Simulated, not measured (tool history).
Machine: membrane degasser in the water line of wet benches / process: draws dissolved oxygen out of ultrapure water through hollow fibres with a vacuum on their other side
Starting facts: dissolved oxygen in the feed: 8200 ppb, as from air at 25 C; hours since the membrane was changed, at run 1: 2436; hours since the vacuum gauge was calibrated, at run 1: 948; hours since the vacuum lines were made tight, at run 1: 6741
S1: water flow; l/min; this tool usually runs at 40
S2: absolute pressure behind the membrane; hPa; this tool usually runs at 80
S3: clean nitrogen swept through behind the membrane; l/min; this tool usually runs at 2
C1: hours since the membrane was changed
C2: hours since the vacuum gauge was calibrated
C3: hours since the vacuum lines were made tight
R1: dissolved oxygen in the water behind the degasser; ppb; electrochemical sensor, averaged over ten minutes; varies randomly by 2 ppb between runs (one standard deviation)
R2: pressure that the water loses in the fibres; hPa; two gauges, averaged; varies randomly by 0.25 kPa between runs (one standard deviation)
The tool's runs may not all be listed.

run    hour  S1     S2    S3    C1    C2    C3     R1     R2
  1       0  40     80     2  2436   948  6741  238.7    685
  2    37.1  40     80     2  2473   985  6778  236.9  690.2
  3    81.8  41     80     2  2518  1030  6823  245.1    704
  4   123.9  40   57.6     2  2560  1072  6865  139.9  691.4
  5   153.7  40     80     2  2590  1102  6895  235.6  686.9
  6   206.9  34     80     2  2643  1155  6948  197.2  584.4
  7   266.3  34     80     2  2702  1214  7008  197.3    587
  8   294.6  34     80     2  2731  1243  7036  197.8  583.8
  9     320  40  130.7     2  2756  1268  7061  450.3  687.7
 10   348.1  40  130.7     2  2784  1296  7089  454.3  688.8
 11   407.5  40  130.7     2  2843  1356  7149  449.8  688.4
 12     466  40  130.7     2  2902  1414  7207    444  689.9
 13   527.9  40  130.7     2  2964  1476  7269  449.1  690.4
 14   589.1  54  188.4  5.61  3025  1537  7330  407.9  932.3
 15   619.8  40   89.7  1.92  3056  1568  7361  289.6  690.1
 16   678.7  40     80  1.45  3115  1627  7420  304.6    686
 17   724.4  40     80   5.5  3160  1673  7466  110.4  692.9
 18   767.7  40     80     5  3204  1716  7509  118.9  692.8
 19   808.3  40   70.7     2  3244  1756  7550  200.9    689
 20   863.7  40  162.3     2  3300  1812  7605    578  692.2
 21   892.8  40   93.7  3.02  3329  1841  7634  216.5  694.2
 22   920.4  40   93.7  3.02  3356  1869  7662    214  690.5
 23     952  40     83  1.74  3388  1900  7693  281.5  693.2
 24  1001.2  28     83  1.41  3437  1949  7742  234.6  485.6
 25  1033.1  28   81.9  2.69  3469  1981  7774  130.9  485.5
 26  1082.9  34   60.4  4.85  3519  2031  7824   63.3  588.2

Consider 5 possible next runs. They are alternatives, not a sequence: every one starts from the tool as it was left by run 26. What does each give?
  A  1131.6  40     80  1.48  3568  2080  7873   ?   ?
  B  1131.6  40   48.1     2  3568  2080  7873   ?   ?
  C  1131.6  47  112.9  4.49  3568  2080  7873   ?   ?
  D  1131.6  26   60.4  4.91  3568  2080  7873   ?   ?
  E  1131.6  27  180.1  1.63  3568  2080  7873   ?   ?

run     R1     R2
  A    303  693.3
  B  101.2  695.8
  C  244.2  812.1
  D   42.5  450.4
  E  546.9  467.1
With the hidden condition removed and each run's random variation left untouched, the same runs would have given:
run     R1     R2
  A  292.2  682.9
  B   92.7  685.4
  C  235.8  799.9
  D   39.6  443.7
  E  534.4  460.1

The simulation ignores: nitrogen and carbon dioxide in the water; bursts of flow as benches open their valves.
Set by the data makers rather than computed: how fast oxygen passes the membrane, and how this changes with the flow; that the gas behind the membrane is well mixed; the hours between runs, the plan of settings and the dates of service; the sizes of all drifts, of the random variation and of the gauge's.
